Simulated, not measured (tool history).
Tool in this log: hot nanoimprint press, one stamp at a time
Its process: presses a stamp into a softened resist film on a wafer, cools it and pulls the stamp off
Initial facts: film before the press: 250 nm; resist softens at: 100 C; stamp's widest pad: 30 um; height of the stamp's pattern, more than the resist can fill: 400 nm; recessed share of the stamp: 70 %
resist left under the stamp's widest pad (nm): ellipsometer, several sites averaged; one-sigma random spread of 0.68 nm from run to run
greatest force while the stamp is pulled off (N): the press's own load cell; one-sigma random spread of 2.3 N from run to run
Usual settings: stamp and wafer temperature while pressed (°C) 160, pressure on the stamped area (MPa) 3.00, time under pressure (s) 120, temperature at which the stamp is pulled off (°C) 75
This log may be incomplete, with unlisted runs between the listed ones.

run   hour  stamp and wafer temperature while pressed (°C)  pressure on the stamped area (MPa)  time under pressure (s)  temperature at which the stamp is pulled off (°C)  resist left under the stamp's widest pad (nm)  greatest force while the stamp is pulled off (N)
  1    0.0                                             160                                3.00                      120                                                 75                                          108.1                                               101
  2   21.7                                             160                                3.00                      120                                                 75                                          108.5                                               104
  3   57.8                                             160                                3.00                      120                                                 75                                          108.0                                               105
  4   73.1                                             160                                3.00                      120                                                 75                                          108.2                                               105
  5   99.2                                             160                                3.00                      120                                                 78                                          108.4                                                98
     110.5  -- plate thermocouple calibrated
  6  137.4                                             160                                3.00                      120                                                 78                                          109.0                                                97
     160.7  -- stamp cleaned and given a new release coat
  7  180.8                                             160                                3.00                      120                                                 78                                          108.7                                                97
  8  199.7                                             160                                3.00                      120                                                 78                                          108.0                                                93
  9  234.7                                             160                                3.00                      120                                                 78                                          108.8                                                99
 10  270.0                                             160                                3.00                      120                                                 79                                          109.7                                                98
 11  305.2                                             160                                3.00                      120                                                 79                                          108.3                                                98
 12  321.1                                             160                                2.39                       69                                                 75                                          145.1                                               101
 13  352.8                                             160                                2.77                      129                                                 75                                          109.9                                               105
 14  373.6                                             168                                3.00                      120                                                 75                                           66.2                                               105
 15  389.9                                             168                                3.00                      120                                                 75                                           65.5                                               107
 16  423.2                                             168                                3.00                       86                                                 75                                           76.7                                               100
 17  448.4                                             169                                4.69                       70                                                 61                                           64.7                                               131
 18  475.5                                             148                                4.69                      193                                                 61                                          161.0                                               132
 19  496.8                                             148                                4.69                       89                                                 65                                          195.2                                               125
     508.8  -- stamp cleaned and given a new release coat
 20  525.9                                             160                                3.00                       76                                                 75                                          130.3                                               107
 21  551.3                                             160                                3.46                      120                                                 65                                          103.1                                               119
     567.5  -- plate thermocouple calibrated
 22  590.6                                             152                                2.71                      120                                                 75                                          174.3                                               106

5 ways to go on from here, each from the tool as it stands after run 22. What would each give?
  A  623.4                                             152                                2.92                      169                                                 79                                              ?                                                 ?
  B  623.4                                             163                                3.00                      120                                                 67                                              ?                                                 ?
  C  623.4                                             152                                1.99                      102                                                 71                                              ?                                                 ?
  D  623.4                                             165                                2.71                       87                                                 62                                              ?                                                 ?
  E  623.4                                             152                                2.37                      152                                                 77                                              ?                                                 ?

run  resist left under the stamp's widest pad (nm)  greatest force while the stamp is pulled off (N)
  A                                          154.0                                                96
  B                                           90.3                                               114
  C                                          195.0                                               111
  D                                           95.6                                               131
  E                                          171.7                                                98
The same runs, with their run-to-run variation unchanged, on a tool lacking any hidden condition would have given:
run  resist left under the stamp's widest pad (nm)  greatest force while the stamp is pulled off (N)
  A                                          154.1                                                96
  B                                           90.3                                               113
  C                                          195.0                                               110
  D                                           95.6                                               131
  E                                          171.8                                                98
